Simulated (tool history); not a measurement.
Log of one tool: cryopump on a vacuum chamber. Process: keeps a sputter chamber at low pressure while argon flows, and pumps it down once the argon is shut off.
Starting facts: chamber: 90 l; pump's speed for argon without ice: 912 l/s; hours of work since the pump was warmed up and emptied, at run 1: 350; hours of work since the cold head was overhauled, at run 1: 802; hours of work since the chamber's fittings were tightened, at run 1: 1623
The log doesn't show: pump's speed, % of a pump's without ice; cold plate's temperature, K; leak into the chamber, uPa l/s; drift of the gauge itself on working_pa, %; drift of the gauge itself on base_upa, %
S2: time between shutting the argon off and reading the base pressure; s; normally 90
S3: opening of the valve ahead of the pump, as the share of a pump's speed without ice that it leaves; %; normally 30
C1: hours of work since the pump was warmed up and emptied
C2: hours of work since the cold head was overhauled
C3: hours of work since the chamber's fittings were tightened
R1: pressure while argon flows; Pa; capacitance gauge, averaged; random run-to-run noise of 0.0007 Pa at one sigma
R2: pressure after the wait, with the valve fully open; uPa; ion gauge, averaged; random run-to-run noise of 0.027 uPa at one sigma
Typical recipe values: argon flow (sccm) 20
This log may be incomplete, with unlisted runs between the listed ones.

{"run": 1, "hour": 0.0, "argon flow (sccm)": 20, "S2": 90, "S3": 30, "C1": 350, "C2": 802, "C3": 1623, "R1": 0.13, "R2": 1.63}
{"run": 2, "hour": 18.6, "argon flow (sccm)": 20, "S2": 90, "S3": 30, "C1": 366, "C2": 818, "C3": 1640, "R1": 0.1321, "R2": 1.61}
{"run": 3, "hour": 30.6, "argon flow (sccm)": 20, "S2": 90, "S3": 30, "C1": 377, "C2": 829, "C3": 1650, "R1": 0.1315, "R2": 1.6}
{"run": 4, "hour": 44.1, "argon flow (sccm)": 20, "S2": 90, "S3": 27, "C1": 389, "C2": 841, "C3": 1662, "R1": 0.1459, "R2": 1.6}
{"run": 5, "hour": 55.8, "argon flow (sccm)": 23, "S2": 90, "S3": 27, "C1": 399, "C2": 851, "C3": 1673, "R1": 0.1675, "R2": 1.6}
{"run": 6, "hour": 75.0, "argon flow (sccm)": 23, "S2": 90, "S3": 27, "C1": 416, "C2": 868, "C3": 1689, "R1": 0.1675, "R2": 1.57}
{"run": 7, "hour": 89.5, "argon flow (sccm)": 23, "S2": 90, "S3": 27, "C1": 429, "C2": 881, "C3": 1702, "R1": 0.1702, "R2": 1.62}
{"hour": 107.7, "done": "pump warmed up, emptied and cooled again"}
{"run": 8, "hour": 111.5, "argon flow (sccm)": 12, "S2": 90, "S3": 27, "C1": 3, "C2": 896, "C3": 1717, "R1": 0.0835, "R2": 1.48}
{"run": 9, "hour": 133.9, "argon flow (sccm)": 20, "S2": 90, "S3": 19, "C1": 23, "C2": 916, "C3": 1737, "R1": 0.1958, "R2": 1.53}
{"run": 10, "hour": 156.6, "argon flow (sccm)": 20, "S2": 90, "S3": 19, "C1": 43, "C2": 936, "C3": 1757, "R1": 0.1958, "R2": 1.54}
{"run": 11, "hour": 170.6, "argon flow (sccm)": 20, "S2": 90, "S3": 19, "C1": 56, "C2": 948, "C3": 1770, "R1": 0.1968, "R2": 1.57}
{"run": 12, "hour": 193.2, "argon flow (sccm)": 20, "S2": 90, "S3": 22, "C1": 76, "C2": 968, "C3": 1790, "R1": 0.1708, "R2": 1.55}
{"run": 13, "hour": 208.7, "argon flow (sccm)": 20, "S2": 90, "S3": 42, "C1": 89, "C2": 982, "C3": 1803, "R1": 0.0906, "R2": 1.55}
{"run": 14, "hour": 227.4, "argon flow (sccm)": 27, "S2": 90, "S3": 30, "C1": 106, "C2": 999, "C3": 1820, "R1": 0.1691, "R2": 1.54}
{"run": 15, "hour": 238.1, "argon flow (sccm)": 27, "S2": 90, "S3": 30, "C1": 115, "C2": 1008, "C3": 1829, "R1": 0.1692, "R2": 1.55}
{"run": 16, "hour": 259.3, "argon flow (sccm)": 20, "S2": 102, "S3": 30, "C1": 134, "C2": 1027, "C3": 1848, "R1": 0.1269, "R2": 1.45}
{"run": 17, "hour": 275.2, "argon flow (sccm)": 20, "S2": 90, "S3": 37, "C1": 148, "C2": 1041, "C3": 1862, "R1": 0.1031, "R2": 1.6}
{"run": 18, "hour": 289.7, "argon flow (sccm)": 20, "S2": 90, "S3": 52, "C1": 161, "C2": 1054, "C3": 1875, "R1": 0.0748, "R2": 1.61}
{"run": 19, "hour": 314.2, "argon flow (sccm)": 39, "S2": 30, "S3": 30, "C1": 183, "C2": 1076, "C3": 1897, "R1": 0.2485, "R2": 3.48}
{"run": 20, "hour": 337.5, "argon flow (sccm)": 17, "S2": 27, "S3": 33, "C1": 203, "C2": 1096, "C3": 1917, "R1": 0.1004, "R2": 3.8}
{"run": 21, "hour": 349.4, "argon flow (sccm)": 33, "S2": 235, "S3": 59, "C1": 214, "C2": 1107, "C3": 1928, "R1": 0.1116, "R2": 1.07}
{"run": 22, "hour": 374.0, "argon flow (sccm)": 12, "S2": 37, "S3": 36, "C1": 236, "C2": 1128, "C3": 1950, "R1": 0.0647, "R2": 2.89}
{"run": 23, "hour": 399.4, "argon flow (sccm)": 12, "S2": 37, "S3": 36, "C1": 258, "C2": 1151, "C3": 1972, "R1": 0.0647, "R2": 2.97}
{"run": 24, "hour": 419.2, "argon flow (sccm)": 12, "S2": 118, "S3": 20, "C1": 276, "C2": 1168, "C3": 1990, "R1": 0.1143, "R2": 1.42}
{"run": 25, "hour": 438.1, "argon flow (sccm)": 40, "S2": 41, "S3": 29, "C1": 292, "C2": 1185, "C3": 2006, "R1": 0.2644, "R2": 2.71}
{"run": 26, "hour": 458.0, "argon flow (sccm)": 15, "S2": 56, "S3": 17, "C1": 310, "C2": 1203, "C3": 2024, "R1": 0.1679, "R2": 2.21}
{"run": 27, "hour": 473.1, "argon flow (sccm)": 15, "S2": 56, "S3": 26, "C1": 323, "C2": 1216, "C3": 2037, "R1": 0.1131, "R2": 2.28}
{"run": 28, "hour": 491.9, "argon flow (sccm)": 15, "S2": 56, "S3": 26, "C1": 340, "C2": 1233, "C3": 2054, "R1": 0.1116, "R2": 2.2}
{"run": 29, "hour": 502.4, "argon flow (sccm)": 15, "S2": 56, "S3": 26, "C1": 349, "C2": 1242, "C3": 2063, "R1": 0.1125, "R2": 2.21}
{"run": 30, "hour": 524.4, "argon flow (sccm)": 21, "S2": 61, "S3": 17, "C1": 369, "C2": 1261, "C3": 2083, "R1": 0.2355, "R2": 2.12}
{"run": 31, "hour": 539.4, "argon flow (sccm)": 21, "S2": 61, "S3": 17, "C1": 382, "C2": 1275, "C3": 2096, "R1": 0.2371, "R2": 2.13}
{"run": 32, "hour": 553.0, "argon flow (sccm)": 20, "S2": 46, "S3": 16, "C1": 394, "C2": 1287, "C3": 2108, "R1": 0.24, "R2": 2.58}
{"run": 33, "hour": 576.8, "argon flow (sccm)": 35, "S2": 258, "S3": 55, "C1": 415, "C2": 1308, "C3": 2129, "R1": 0.1327, "R2": 1.11}
{"run": 34, "hour": 594.9, "argon flow (sccm)": 20, "S2": 160, "S3": 44, "C1": 431, "C2": 1324, "C3": 2145, "R1": 0.0935, "R2": 1.33}
{"hour": 612.3, "done": "pump warmed up, emptied and cooled again"}
{"run": 35, "hour": 622.5, "argon flow (sccm)": 20, "S2": 160, "S3": 44, "C1": 9, "C2": 1344, "C3": 2165, "R1": 0.0856, "R2": 1.19}

What if the next run were any one of these 3? Each begins from the tool's condition after run 35:
{"run": "A", "hour": 642.1, "argon flow (sccm)": 31, "S2": 22, "S3": 49, "C1": 26, "C2": 1361, "C3": 2182, "R1": "?", "R2": "?"}
{"run": "B", "hour": 642.1, "argon flow (sccm)": 20, "S2": 112, "S3": 36, "C1": 26, "C2": 1361, "C3": 2182, "R1": "?", "R2": "?"}
{"run": "C", "hour": 642.1, "argon flow (sccm)": 20, "S2": 97, "S3": 17, "C1": 26, "C2": 1361, "C3": 2182, "R1": "?", "R2": "?"}

run=A R1=0.1187 R2=4.40
run=B R1=0.1045 R2=1.41
run=C R1=0.2193 R2=1.48
Had the tool no hidden state, the same runs would have come out as:
run=A R1=0.1172 R2=4.07
run=B R1=0.1035 R2=1.07
run=C R1=0.2184 R2=1.14
